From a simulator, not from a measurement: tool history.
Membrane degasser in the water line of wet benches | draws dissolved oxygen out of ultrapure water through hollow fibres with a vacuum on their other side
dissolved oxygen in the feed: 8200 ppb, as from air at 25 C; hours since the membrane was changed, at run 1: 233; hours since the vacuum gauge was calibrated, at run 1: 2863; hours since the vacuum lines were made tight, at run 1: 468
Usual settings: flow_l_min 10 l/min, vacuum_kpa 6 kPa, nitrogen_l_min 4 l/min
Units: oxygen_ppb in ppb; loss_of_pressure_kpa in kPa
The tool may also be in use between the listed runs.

| run | hour | flow_l_min | vacuum_kpa | nitrogen_l_min | hours since the membrane was changed | hours since the vacuum gauge was calibrated | hours since the vacuum lines were made tight | oxygen_ppb | loss_of_pressure_kpa |
|---|---|---|---|---|---|---|---|---|---|
| 1 | 0 | 10 | 6 | 4 | 233 | 2863 | 468 | 25.6 | 28.28 |
| 2 | 44 | 10 | 6 | 4 | 277 | 2907 | 512 | 25.2 | 27.97 |
| 3 | 75.2 | 10 | 6 | 4 | 308 | 2938 | 543 | 25.2 | 28.06 |
| 4 | 115.8 | 10 | 6 | 2.65 | 349 | 2979 | 584 | 34.6 | 27.91 |
| 5 | 152.6 | 10 | 6 | 2.65 | 385 | 3015 | 621 | 34.9 | 28.05 |
| 6 | 179.1 | 10 | 10.1 | 2.65 | 412 | 3042 | 647 | 73.4 | 28.01 |
| 7 | 202.1 | 10 | 10.1 | 2.65 | 435 | 3065 | 670 | 74.4 | 28.19 |
| 8 | 229.9 | 10 | 10.1 | 2.65 | 463 | 3093 | 698 | 73.7 | 27.9 |
| 9 | 259 | 10 | 10.1 | 3.1 | 492 | 3122 | 727 | 62.8 | 28 |
| 10 | 280.5 | 10 | 10.1 | 3.1 | 513 | 3143 | 749 | 62.9 | 27.88 |
| 11 | 320 | 10 | 6 | 6.58 | 553 | 3183 | 788 | 18 | 27.83 |
| 12 | 356.4 | 10 | 6 | 4 | 589 | 3219 | 824 | 25.2 | 27.93 |
| 13 | 382.6 | 11 | 6 | 4 | 615 | 3245 | 851 | 30.8 | 30.86 |
| 14 | 427.1 | 11 | 6 | 4 | 660 | 3290 | 895 | 31.2 | 30.75 |
| 15 | 458.1 | 10 | 6 | 4 | 691 | 3321 | 926 | 25.9 | 27.64 |
| 16 | 479.5 | 7 | 6 | 4 | 712 | 3342 | 948 | 15.1 | 19.34 |
| 17 | 523.5 | 7 | 10.22 | 7.7 | 756 | 3386 | 992 | 18.5 | 19.46 |
| 18 | 548.9 | 10 | 14.96 | 9.27 | 782 | 3412 | 1017 | 38.3 | 27.93 |
| 19 | 582.9 | 10 | 12.91 | 9.27 | 816 | 3446 | 1051 | 33.6 | 28.07 |
|  | 585.9 | vacuum gauge calibrated |
| 20 | 603.7 | 8 | 11.21 | 2.76 | 836 | 18 | 1071 | 62.4 | 22.46 |
| 21 | 635.9 | 10 | 13.05 | 8.4 | 868 | 50 | 1104 | 37.4 | 27.94 |
| 22 | 656.4 | 10 | 13.05 | 8.4 | 889 | 71 | 1124 | 37.5 | 28.05 |
| 23 | 675.4 | 9 | 6 | 4 | 908 | 90 | 1143 | 22.1 | 25.18 |
| 24 | 696.7 | 14 | 7.38 | 2.63 | 929 | 111 | 1164 | 82.2 | 39.2 |
|  | 707 | vacuum gauge calibrated, once more |
| 25 | 727.7 | 8 | 11.87 | 5.86 | 960 | 21 | 1195 | 32.3 | 22.38 |
| 26 | 750.8 | 8 | 11.87 | 5.86 | 983 | 44 | 1218 | 31.9 | 22.61 |
| 27 | 772.8 | 7 | 11.87 | 7.94 | 1005 | 66 | 1240 | 20.7 | 19.54 |
| 28 | 812.9 | 7 | 11.87 | 7.94 | 1045 | 106 | 1280 | 20.4 | 19.95 |
| 29 | 832.1 | 9 | 6.98 | 7.94 | 1064 | 125 | 1299 | 14.6 | 25.45 |
| 30 | 871.7 | 12 | 4.36 | 5.87 | 1103 | 165 | 1339 | 20.2 | 33.9 |
| 31 | 899.9 | 12 | 4.36 | 5.87 | 1132 | 193 | 1367 | 19.6 | 33.75 |
| 32 | 924.5 | 12 | 4.36 | 5.87 | 1156 | 218 | 1392 | 20.2 | 33.66 |

Some steps in oxygen_ppb between neighbouring runs. How much of each would the tool show without its hidden state too (settings, what came in, random variation), and how much is left for the hidden state, with any gauge scatter that isn't in both results?
The hidden state here: membrane still open, %; true pressure behind the membrane over the reading, kPa; air that leaks in behind the membrane, l/min; drift of the gauge itself on oxygen_ppb, %; drift of the gauge itself on loss_of_pressure_kpa, %.
Run 10 -> 11: vacuum_kpa 10.1 -> 6, nitrogen_l_min 3.1 -> 6.58. oxygen_ppb -44.9 ppb: hidden state -1.4, all else -43.5.
Run 19 -> 20: flow_l_min 10 -> 8, vacuum_kpa 12.91 -> 11.21, nitrogen_l_min 9.27 -> 2.76, vacuum gauge calibrated. oxygen_ppb +28.8 ppb: hidden state +2.1, all else +26.7.
Run 23 -> 24: flow_l_min 9 -> 14, vacuum_kpa 6 -> 7.38, nitrogen_l_min 4 -> 2.63. oxygen_ppb +60.1 ppb: hidden state +3.8, all else +56.3.
Run 24 -> 25: flow_l_min 14 -> 8, vacuum_kpa 7.38 -> 11.87, nitrogen_l_min 2.63 -> 5.86, vacuum gauge calibrated, once more. oxygen_ppb -49.9 ppb: hidden state -6, all else -43.9.

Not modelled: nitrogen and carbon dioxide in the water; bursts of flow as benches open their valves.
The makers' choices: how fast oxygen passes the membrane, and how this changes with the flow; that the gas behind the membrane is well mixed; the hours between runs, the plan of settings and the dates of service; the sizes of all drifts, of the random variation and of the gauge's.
